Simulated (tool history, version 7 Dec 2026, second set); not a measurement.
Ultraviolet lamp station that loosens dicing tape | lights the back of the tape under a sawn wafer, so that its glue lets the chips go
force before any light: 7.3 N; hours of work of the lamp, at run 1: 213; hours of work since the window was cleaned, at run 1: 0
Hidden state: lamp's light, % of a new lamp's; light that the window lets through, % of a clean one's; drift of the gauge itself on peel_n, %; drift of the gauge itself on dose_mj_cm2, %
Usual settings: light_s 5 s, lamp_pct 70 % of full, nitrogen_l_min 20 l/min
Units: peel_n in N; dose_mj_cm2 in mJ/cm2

run	hour	light_s	lamp_pct	nitrogen_l_min	hours of work of the lamp	hours of work since the window was cleaned	peel_n	dose_mj_cm2
1	0	5	70	20	213	0	0.976	350
2	50.4	5	70	20	253	40	0.996	355
3	77.8	5	70	20	274	61	1.005	357
4	108.9	5	70	20	299	85	0.989	354
5	141.9	5	70	20	325	111	0.994	351
6	173.2	5	70	20	349	136	0.996	355
7	213.5	5	70	20	381	168	0.996	352
8	255.9	5	70	20	414	201	0.945	355
9	293.6	5	70	20	444	230	0.965	354
# hour 321.9: window cleaned of glue's vapour
10	326.8	5	67	15	469	4	1.274	341
11	384	5	87	15	514	49	0.784	434
12	419.2	5	87	15	542	76	0.782	441
13	470.6	5	72	7	582	117	1.743	363
14	504.6	5	72	7	609	143	1.756	363
15	534.1	5	72	7	632	167	1.815	358
16	583.2	3	65	12	671	205	2.806	195
17	621.4	3	70	24	701	235	2.058	211

Forecast each of these 4 alternatives for the next run:
# hour 647: window cleaned of glue's vapour
A	673.8	3	70	7	741	21	?	?
# hour 647: window cleaned of glue's vapour
B	673.8	8	70	13	741	21	?	?
# hour 647: window cleaned of glue's vapour
C	673.8	5	70	10	741	21	?	?
# hour 647: window cleaned of glue's vapour
D	673.8	9	74	24	741	21	?	?

run	peel_n	dose_mj_cm2
A	3.133	210
B	0.485	572
C	1.556	349
D	0.182	669
Without the tool's hidden state the same runs would have given:
run	peel_n	dose_mj_cm2
A	3.123	210
B	0.48	574
C	1.547	350
D	0.18	672
